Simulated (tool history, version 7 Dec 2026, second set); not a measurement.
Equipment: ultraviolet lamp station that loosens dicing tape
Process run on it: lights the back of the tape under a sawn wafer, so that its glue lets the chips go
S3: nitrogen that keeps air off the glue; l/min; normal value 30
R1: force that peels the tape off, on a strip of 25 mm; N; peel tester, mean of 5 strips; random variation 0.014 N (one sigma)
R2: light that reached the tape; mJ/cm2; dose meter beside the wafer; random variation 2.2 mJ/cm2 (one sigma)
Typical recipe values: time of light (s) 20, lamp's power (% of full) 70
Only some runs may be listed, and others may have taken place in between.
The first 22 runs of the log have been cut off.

run 23 day=13.588 | time_of_light_(s)=18 lamp's_power_(%_of_full)=75 S3=30 | R1=0.902 R2=152
run 24 day=14.058 | time_of_light_(s)=18 lamp's_power_(%_of_full)=95 S3=27 | R1=0.67 R2=197
run 25 day=14.412 | time_of_light_(s)=18 lamp's_power_(%_of_full)=95 S3=27 | R1=0.678 R2=195
run 26 day=14.767 | time_of_light_(s)=18 lamp's_power_(%_of_full)=95 S3=27 | R1=0.682 R2=194
run 27 day=15.438 | time_of_light_(s)=18 lamp's_power_(%_of_full)=95 S3=27 | R1=0.691 R2=192
run 28 day=15.821 | time_of_light_(s)=18 lamp's_power_(%_of_full)=95 S3=27 | R1=0.701 R2=189
run 29 day=16.525 | time_of_light_(s)=18 lamp's_power_(%_of_full)=81 S3=39 | R1=0.683 R2=164
run 30 day=17.067 | time_of_light_(s)=12 lamp's_power_(%_of_full)=70 S3=30 | R1=1.606 R2=93
run 31 day=17.733 | time_of_light_(s)=12 lamp's_power_(%_of_full)=70 S3=30 | R1=1.611 R2=93
run 32 day=18.217 | time_of_light_(s)=40 lamp's_power_(%_of_full)=64 S3=17 | R1=0.509 R2=283
run 33 day=18.867 | time_of_light_(s)=11 lamp's_power_(%_of_full)=64 S3=33 | R1=1.814 R2=78
run 34 day=19.362 | time_of_light_(s)=20 lamp's_power_(%_of_full)=87 S3=30 | R1=0.641 R2=193
run 35 day=19.762 | time_of_light_(s)=16 lamp's_power_(%_of_full)=70 S3=30 | R1=1.201 R2=123
run 36 day=20.138 | time_of_light_(s)=16 lamp's_power_(%_of_full)=70 S3=30 | R1=1.176 R2=124
run 37 day=20.829 | time_of_light_(s)=16 lamp's_power_(%_of_full)=70 S3=30 | R1=1.223 R2=125
run 38 day=21.488 | time_of_light_(s)=16 lamp's_power_(%_of_full)=70 S3=30 | R1=1.204 R2=124
run 39 day=22.042 | time_of_light_(s)=20 lamp's_power_(%_of_full)=67 S3=16 | R1=1.34 R2=142
run 40 day=22.879 | time_of_light_(s)=20 lamp's_power_(%_of_full)=67 S3=16 | R1=1.363 R2=144
run 41 day=23.6 | time_of_light_(s)=21 lamp's_power_(%_of_full)=62 S3=30 | R1=1.036 R2=143
run 42 day=24.275 | time_of_light_(s)=20 lamp's_power_(%_of_full)=71 S3=34 | R1=0.837 R2=154

Predict each of these 4 candidate next runs independently; none follows another, all start after run 42:
run A day=24.7 | time_of_light_(s)=23 lamp's_power_(%_of_full)=70 S3=30 | R1=? R2=?
run B day=24.7 | time_of_light_(s)=34 lamp's_power_(%_of_full)=68 S3=19 | R1=? R2=?
run C day=24.7 | time_of_light_(s)=21 lamp's_power_(%_of_full)=61 S3=9 | R1=? R2=?
run D day=24.7 | time_of_light_(s)=20 lamp's_power_(%_of_full)=60 S3=42 | R1=? R2=?

run=A R1=0.74 R2=171
run=B R1=0.611 R2=247
run=C R1=1.77 R2=139
run=D R1=0.934 R2=125
The same runs, with their run-to-run variation unchanged, on a tool lacking any hidden condition would have given:
run=A R1=0.53 R2=212
run=B R1=0.432 R2=305
run=C R1=1.457 R2=172
run=D R1=0.685 R2=156
